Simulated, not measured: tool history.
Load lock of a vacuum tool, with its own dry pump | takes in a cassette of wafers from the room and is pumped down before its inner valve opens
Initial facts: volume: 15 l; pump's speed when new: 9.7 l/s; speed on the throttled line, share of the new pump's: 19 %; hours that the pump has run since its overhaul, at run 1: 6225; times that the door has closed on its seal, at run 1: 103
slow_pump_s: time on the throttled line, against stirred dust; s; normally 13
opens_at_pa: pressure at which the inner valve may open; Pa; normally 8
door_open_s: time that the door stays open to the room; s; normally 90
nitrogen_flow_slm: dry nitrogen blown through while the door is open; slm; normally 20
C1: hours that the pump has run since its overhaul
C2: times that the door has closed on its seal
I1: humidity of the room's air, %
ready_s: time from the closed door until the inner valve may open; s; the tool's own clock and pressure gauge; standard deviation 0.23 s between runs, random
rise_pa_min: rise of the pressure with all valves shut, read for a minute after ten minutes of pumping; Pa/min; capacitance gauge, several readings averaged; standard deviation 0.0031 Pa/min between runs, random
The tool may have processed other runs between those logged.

run 1 hour=0 | slow_pump_s=13 opens_at_pa=8 door_open_s=90 nitrogen_flow_slm=20 | C1=6225 C2=103 | I1=42.7 | ready_s=26.6 rise_pa_min=0.056
run 2 hour=358 | slow_pump_s=13 opens_at_pa=8 door_open_s=90 nitrogen_flow_slm=18 | C1=6583 C2=1784 | I1=44.1 | ready_s=26.2 rise_pa_min=0.066
run 3 hour=805.3 | slow_pump_s=13 opens_at_pa=8 door_open_s=90 nitrogen_flow_slm=18 | C1=7031 C2=3884 | I1=41.1 | ready_s=26 rise_pa_min=0.076
run 4 hour=1028.3 | slow_pump_s=13 opens_at_pa=8 door_open_s=90 nitrogen_flow_slm=20 | C1=7254 C2=4931 | I1=42.1 | ready_s=26.2 rise_pa_min=0.072
run 5 hour=1379.5 | slow_pump_s=13 opens_at_pa=8 door_open_s=90 nitrogen_flow_slm=20 | C1=7605 C2=6580 | I1=42.6 | ready_s=26 rise_pa_min=0.082
run 6 hour=1603.6 | slow_pump_s=13 opens_at_pa=8 door_open_s=90 nitrogen_flow_slm=11 | C1=7829 C2=7632 | I1=43 | ready_s=26.3 rise_pa_min=0.1
run 7 hour=1975.7 | slow_pump_s=11 opens_at_pa=8 door_open_s=90 nitrogen_flow_slm=20 | C1=8201 C2=9380 | I1=47.7 | ready_s=24.8 rise_pa_min=0.097
run 8 hour=2360.6 | slow_pump_s=11 opens_at_pa=8 door_open_s=90 nitrogen_flow_slm=20 | C1=8586 C2=11187 | I1=45.3 | ready_s=24.8 rise_pa_min=0.109
run 9 hour=2842.7 | slow_pump_s=11 opens_at_pa=8 door_open_s=90 nitrogen_flow_slm=20 | C1=9068 C2=13450 | I1=46.4 | ready_s=25.4 rise_pa_min=0.12
run 10 hour=3241.2 | slow_pump_s=11 opens_at_pa=8 door_open_s=90 nitrogen_flow_slm=20 | C1=9467 C2=15322 | I1=45.8 | ready_s=24.6 rise_pa_min=0.133
run 11 hour=3659.6 | slow_pump_s=13 opens_at_pa=8 door_open_s=100 nitrogen_flow_slm=20 | C1=9885 C2=17286 | I1=44.7 | ready_s=26.6 rise_pa_min=0.15
run 12 hour=3940.8 | slow_pump_s=13 opens_at_pa=8 door_open_s=100 nitrogen_flow_slm=20 | C1=10166 C2=18606 | I1=46.2 | ready_s=26.6 rise_pa_min=0.165
run 13 hour=4349.7 | slow_pump_s=13 opens_at_pa=8 door_open_s=90 nitrogen_flow_slm=20 | C1=10575 C2=20527 | I1=42.2 | ready_s=25.9 rise_pa_min=0.174
run 14 hour=4847.6 | slow_pump_s=13 opens_at_pa=8 door_open_s=90 nitrogen_flow_slm=20 | C1=11073 C2=22865 | I1=46.5 | ready_s=26.4 rise_pa_min=0.202
run 15 hour=5296.6 | slow_pump_s=13 opens_at_pa=8 door_open_s=90 nitrogen_flow_slm=29 | C1=11522 C2=24973 | I1=44.4 | ready_s=26.4 rise_pa_min=0.196
run 16 hour=5650.8 | slow_pump_s=13 opens_at_pa=8 door_open_s=213 nitrogen_flow_slm=29 | C1=11876 C2=26636 | I1=43.8 | ready_s=26.6 rise_pa_min=0.25
run 17 hour=6090.4 | slow_pump_s=13 opens_at_pa=8 door_open_s=90 nitrogen_flow_slm=13 | C1=12316 C2=28700 | I1=45.2 | ready_s=26.3 rise_pa_min=0.258
run 18 hour=6412.6 | slow_pump_s=13 opens_at_pa=8 door_open_s=90 nitrogen_flow_slm=13 | C1=12638 C2=30213 | I1=45.5 | ready_s=26.6 rise_pa_min=0.271
run 19 hour=6703 | slow_pump_s=13 opens_at_pa=8 door_open_s=90 nitrogen_flow_slm=13 | C1=12928 C2=31577 | I1=45 | ready_s=26.7 rise_pa_min=0.291
run 20 hour=7141.6 | slow_pump_s=13 opens_at_pa=16 door_open_s=86 nitrogen_flow_slm=7 | C1=13367 C2=33636 | I1=48 | ready_s=26 rise_pa_min=0.322

Estimate the outcome of run 21 from the log above:
run 21 hour=7376.5 | slow_pump_s=13 opens_at_pa=16 door_open_s=86 nitrogen_flow_slm=7 | C1=13602 C2=34739 | I1=41.7 | ready_s=? rise_pa_min=?

{"run 21": {"ready_s": 25.3, "rise_pa_min": 0.321}}
Minus the tool's unlogged condition, the same run would have read ready_s 23.9 s, rise_pa_min 0.069 Pa/min.

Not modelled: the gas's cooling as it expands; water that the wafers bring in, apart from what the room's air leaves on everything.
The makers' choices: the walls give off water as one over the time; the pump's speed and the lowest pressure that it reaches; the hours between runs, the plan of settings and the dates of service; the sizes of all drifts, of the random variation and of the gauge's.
